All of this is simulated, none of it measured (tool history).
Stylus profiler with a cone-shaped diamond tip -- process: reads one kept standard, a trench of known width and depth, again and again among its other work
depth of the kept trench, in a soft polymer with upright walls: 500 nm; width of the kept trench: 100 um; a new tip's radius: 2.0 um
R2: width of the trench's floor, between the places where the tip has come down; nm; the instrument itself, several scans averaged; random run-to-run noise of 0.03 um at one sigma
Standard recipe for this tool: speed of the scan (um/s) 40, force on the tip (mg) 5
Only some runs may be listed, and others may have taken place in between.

Run 1, hour 0: usual settings. Result: depth of the trench (Å) 5087.7, R2 96950 nm.
Run 2, hour 13: usual settings but force on the tip (mg) 2.65. Result: depth of the trench (Å) 5056.3, R2 96900 nm.
Run 3, hour 26.3: usual settings. Result: depth of the trench (Å) 5085.6, R2 96960 nm.
Run 4, hour 40.7: usual settings. Result: depth of the trench (Å) 5086.8, R2 96960 nm.
Run 5, hour 47.7: usual settings. Result: depth of the trench (Å) 5086.5, R2 96940 nm.
Run 6, hour 54: usual settings. Result: depth of the trench (Å) 5086.9, R2 96960 nm.
Run 7, hour 65.6: usual settings but speed of the scan (um/s) 49. Result: depth of the trench (Å) 5084.7, R2 96860 nm.
Run 8, hour 78.1: usual settings but speed of the scan (um/s) 49. Result: depth of the trench (Å) 5087.1, R2 96860 nm.
Run 9, hour 90.9: usual settings but speed of the scan (um/s) 128. Result: depth of the trench (Å) 5087, R2 96540 nm.
Run 10, hour 101.6: usual settings but speed of the scan (um/s) 13. Result: depth of the trench (Å) 5085.1, R2 97050 nm.
Run 11, hour 111.5: usual settings. Result: depth of the trench (Å) 5086.1, R2 96850 nm.
Run 12, hour 126.4: usual settings but speed of the scan (um/s) 70. Result: depth of the trench (Å) 5087.2, R2 96770 nm.
Run 13, hour 136.6: usual settings but speed of the scan (um/s) 70. Result: depth of the trench (Å) 5085.8, R2 96780 nm.
Run 14, hour 145.5: usual settings but speed of the scan (um/s) 70. Result: depth of the trench (Å) 5088.3, R2 96750 nm.
Run 15, hour 153.8: usual settings but speed of the scan (um/s) 86. Result: depth of the trench (Å) 5087.4, R2 96650 nm.
Run 16, hour 168.2: usual settings but speed of the scan (um/s) 86. Result: depth of the trench (Å) 5086.1, R2 96680 nm.
Run 17, hour 177.6: usual settings but speed of the scan (um/s) 86. Result: depth of the trench (Å) 5085.6, R2 96610 nm.
Run 18, hour 189: usual settings but speed of the scan (um/s) 86, force on the tip (mg) 12.15. Result: depth of the trench (Å) 5155.5, R2 96770 nm.
At hour 190.8: height scale calibrated on a step standard.
Run 19, hour 195.7: usual settings but speed of the scan (um/s) 86, force on the tip (mg) 12.15. Result: depth of the trench (Å) 5154.9, R2 96790 nm.
Run 20, hour 210: usual settings but speed of the scan (um/s) 86, force on the tip (mg) 12.15. Result: depth of the trench (Å) 5156.3, R2 96780 nm.
At hour 215.8: height scale calibrated on a step standard, once more.
Run 21, hour 220.2: usual settings but speed of the scan (um/s) 99. Result: depth of the trench (Å) 5083.6, R2 96620 nm.
Run 22, hour 234.4: usual settings but speed of the scan (um/s) 99. Result: depth of the trench (Å) 5086, R2 96580 nm.
Run 23, hour 244.2: usual settings but speed of the scan (um/s) 99. Result: depth of the trench (Å) 5082.3, R2 96570 nm.
Run 24, hour 252.3: usual settings. Result: depth of the trench (Å) 5082.7, R2 96820 nm.
Run 25, hour 267.2: usual settings but speed of the scan (um/s) 133. Result: depth of the trench (Å) 5084.5, R2 96400 nm.
Run 26, hour 281: usual settings but speed of the scan (um/s) 13, force on the tip (mg) 3.57. Result: depth of the trench (Å) 5066.5, R2 96880 nm.
Run 27, hour 290.5: usual settings but speed of the scan (um/s) 53, force on the tip (mg) 4.11. Result: depth of the trench (Å) 5073.6, R2 96720 nm.
Run 28, hour 300.4: usual settings but speed of the scan (um/s) 53, force on the tip (mg) 4.11. Result: depth of the trench (Å) 5073.8, R2 96760 nm.
Run 29, hour 313.5: usual settings but speed of the scan (um/s) 22, force on the tip (mg) 4.11. Result: depth of the trench (Å) 5074.5, R2 96800 nm.
Run 30, hour 329: usual settings but speed of the scan (um/s) 22, force on the tip (mg) 4.11. Result: depth of the trench (Å) 5073.3, R2 96800 nm.
Run 31, hour 343.1: usual settings but speed of the scan (um/s) 22, force on the tip (mg) 4.11. Result: depth of the trench (Å) 5070.4, R2 96780 nm.
Run 32, hour 353.5: usual settings but speed of the scan (um/s) 11, force on the tip (mg) 3.25. Result: depth of the trench (Å) 5063, R2 96830 nm.
Run 33, hour 368.6: usual settings but speed of the scan (um/s) 57, force on the tip (mg) 3.55. Result: depth of the trench (Å) 5067, R2 96660 nm.
Run 34, hour 381.7: usual settings but speed of the scan (um/s) 11, force on the tip (mg) 10.09. Result: depth of the trench (Å) 5133.7, R2 96830 nm.
Run 35, hour 394.7: usual settings but speed of the scan (um/s) 11, force on the tip (mg) 10.09. Result: depth of the trench (Å) 5135.9, R2 96840 nm.
Run 36, hour 407.7: usual settings but speed of the scan (um/s) 12, force on the tip (mg) 14.56. Result: depth of the trench (Å) 5171.7, R2 96830 nm.
Run 37, hour 418.4: usual settings but speed of the scan (um/s) 38, force on the tip (mg) 4.38. Result: depth of the trench (Å) 5078.6, R2 96640 nm.
Run 38, hour 430.3: usual settings but speed of the scan (um/s) 38, force on the tip (mg) 4.38. Result: depth of the trench (Å) 5080.6, R2 96650 nm.
Run 39, hour 441.6: usual settings but speed of the scan (um/s) 67, force on the tip (mg) 3.83. Result: depth of the trench (Å) 5072, R2 96580 nm.
Run 40, hour 454.7: usual settings but speed of the scan (um/s) 16. Result: depth of the trench (Å) 5084.4, R2 96790 nm.
Run 41, hour 463.4: usual settings but speed of the scan (um/s) 26, force on the tip (mg) 3.14. Result: depth of the trench (Å) 5062.1, R2 96670 nm.
Run 42, hour 476.7: usual settings but speed of the scan (um/s) 11, force on the tip (mg) 1.79. Result: depth of the trench (Å) 5046.5, R2 96770 nm.
Run 43, hour 492: usual settings but speed of the scan (um/s) 78. Result: depth of the trench (Å) 5081.9, R2 96490 nm.
Run 44, hour 506: usual settings but speed of the scan (um/s) 78. Result: depth of the trench (Å) 5083.6, R2 96510 nm.
Run 45, hour 514.8: usual settings but speed of the scan (um/s) 78. Result: depth of the trench (Å) 5083.9, R2 96440 nm.
Run 46, hour 526.4: usual settings but speed of the scan (um/s) 78. Result: depth of the trench (Å) 5085, R2 96520 nm.
Run 47, hour 532.7: usual settings but speed of the scan (um/s) 78. Result: depth of the trench (Å) 5085.9, R2 96500 nm.

Some steps in depth of the trench (Å), run to run, broken into two amounts with sign: the step expected even without the hidden condition (settings, incoming material, random variation), and the rest, left for the hidden condition together with whatever gauge scatter is not in both the measured and the hidden-condition-free result:
Hidden conditions of the tool in this case: radius of the tip, um; height scale over the true one, %; drift of the gauge itself on depth_nm, %; drift of the gauge itself on floor_um, %.
Run 13 -> 14: nothing adjusted, nothing logged. depth of the trench (Å) +2.5: hidden state +0.2, all else +2.3.
Run 17 -> 18: force on the tip (mg) 5 -> 12.15. depth of the trench (Å) +69.9: hidden state +0.1, all else +69.8.
Run 18 -> 19: height scale calibrated on a step standard. depth of the trench (Å) -0.6: hidden state +1.6, all else -2.2.
Run 20 -> 21: speed of the scan (um/s) 86 -> 99, force on the tip (mg) 12.15 -> 5, height scale calibrated on a step standard, once more. depth of the trench (Å) -72.7: hidden state -4.8, all else -67.9.
Run 36 -> 37: speed of the scan (um/s) 12 -> 38, force on the tip (mg) 14.56 -> 4.38. depth of the trench (Å) -93.1: hidden state +0.1, all else -93.2.
